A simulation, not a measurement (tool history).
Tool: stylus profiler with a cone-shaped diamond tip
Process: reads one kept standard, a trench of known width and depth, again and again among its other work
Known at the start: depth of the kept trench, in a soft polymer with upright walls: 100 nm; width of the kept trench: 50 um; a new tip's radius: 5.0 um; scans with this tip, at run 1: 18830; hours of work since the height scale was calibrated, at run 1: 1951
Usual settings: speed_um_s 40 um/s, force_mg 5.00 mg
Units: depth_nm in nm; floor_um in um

| run | hour | speed_um_s | force_mg | scans with this tip | hours of work since the height scale was calibrated | depth_nm | floor_um |
|---|---|---|---|---|---|---|---|
| 1 | 0.0 | 40 | 5.00 | 18830 | 1951 | 101.58 | 46.71 |
| 2 | 15.3 | 40 | 5.00 | 18922 | 1960 | 101.53 | 46.67 |
| 3 | 25.8 | 40 | 5.00 | 18986 | 1967 | 101.59 | 46.71 |
| 4 | 37.5 | 40 | 5.00 | 19057 | 1974 | 101.58 | 46.69 |
| 5 | 55.4 | 40 | 5.00 | 19165 | 1985 | 101.60 | 46.70 |
| 6 | 74.0 | 17 | 5.00 | 19277 | 1997 | 101.54 | 46.83 |
| 7 | 85.9 | 40 | 5.00 | 19349 | 2005 | 101.59 | 46.66 |
| 8 | 99.5 | 40 | 2.88 | 19431 | 2013 | 101.22 | 46.66 |
| 9 | 116.7 | 40 | 2.88 | 19535 | 2024 | 101.24 | 46.68 |
| 10 | 126.4 | 139 | 5.00 | 19593 | 2030 | 101.59 | 46.28 |
| 11 | 143.1 | 70 | 5.00 | 19695 | 2040 | 101.59 | 46.53 |
| 12 | 164.4 | 40 | 5.00 | 19823 | 2054 | 101.57 | 46.69 |
| 13 | 182.3 | 83 | 12.63 | 19931 | 2065 | 102.54 | 46.61 |
| 14 | 191.8 | 101 | 1.68 | 19988 | 2071 | 100.98 | 46.08 |
|  | 194.9 | new tip fitted, height scale calibrated |
| 15 | 205.0 | 11 | 14.88 | 61 | 6 | 102.36 | 48.01 |
| 16 | 217.6 | 77 | 5.08 | 137 | 14 | 101.17 | 47.72 |
| 17 | 229.0 | 77 | 5.08 | 206 | 21 | 101.14 | 47.73 |
| 18 | 241.7 | 87 | 4.00 | 283 | 29 | 100.97 | 47.63 |
| 19 | 255.9 | 87 | 4.00 | 369 | 38 | 100.98 | 47.62 |
| 20 | 266.3 | 12 | 5.00 | 431 | 45 | 101.10 | 47.98 |
| 21 | 280.5 | 40 | 7.00 | 517 | 54 | 101.42 | 47.83 |
| 22 | 295.2 | 18 | 3.01 | 606 | 63 | 100.85 | 47.95 |
| 23 | 315.9 | 153 | 11.24 | 731 | 76 | 101.97 | 47.51 |

5 ways to go on from here, each from the tool as it stands after run 23. What would each give?
| A | 332.5 | 40 | 4.31 | 831 | 86 | ? | ? |
| B | 332.5 | 122 | 5.00 | 831 | 86 | ? | ? |
| C | 332.5 | 40 | 4.88 | 831 | 86 | ? | ? |
| D | 332.5 | 142 | 12.63 | 831 | 86 | ? | ? |
| E | 332.5 | 32 | 5.50 | 831 | 86 | ? | ? |

| run | depth_nm | floor_um |
|---|---|---|
| A | 101.01 | 47.79 |
| B | 101.14 | 47.51 |
| C | 101.20 | 47.81 |
| D | 102.12 | 47.64 |
| E | 101.24 | 47.89 |
Without the tool's hidden state the same runs would have given:
| run | depth_nm | floor_um |
|---|---|---|
| A | 101.00 | 47.82 |
| B | 101.13 | 47.54 |
| C | 101.18 | 47.84 |
| D | 102.11 | 47.67 |
| E | 101.22 | 47.92 |
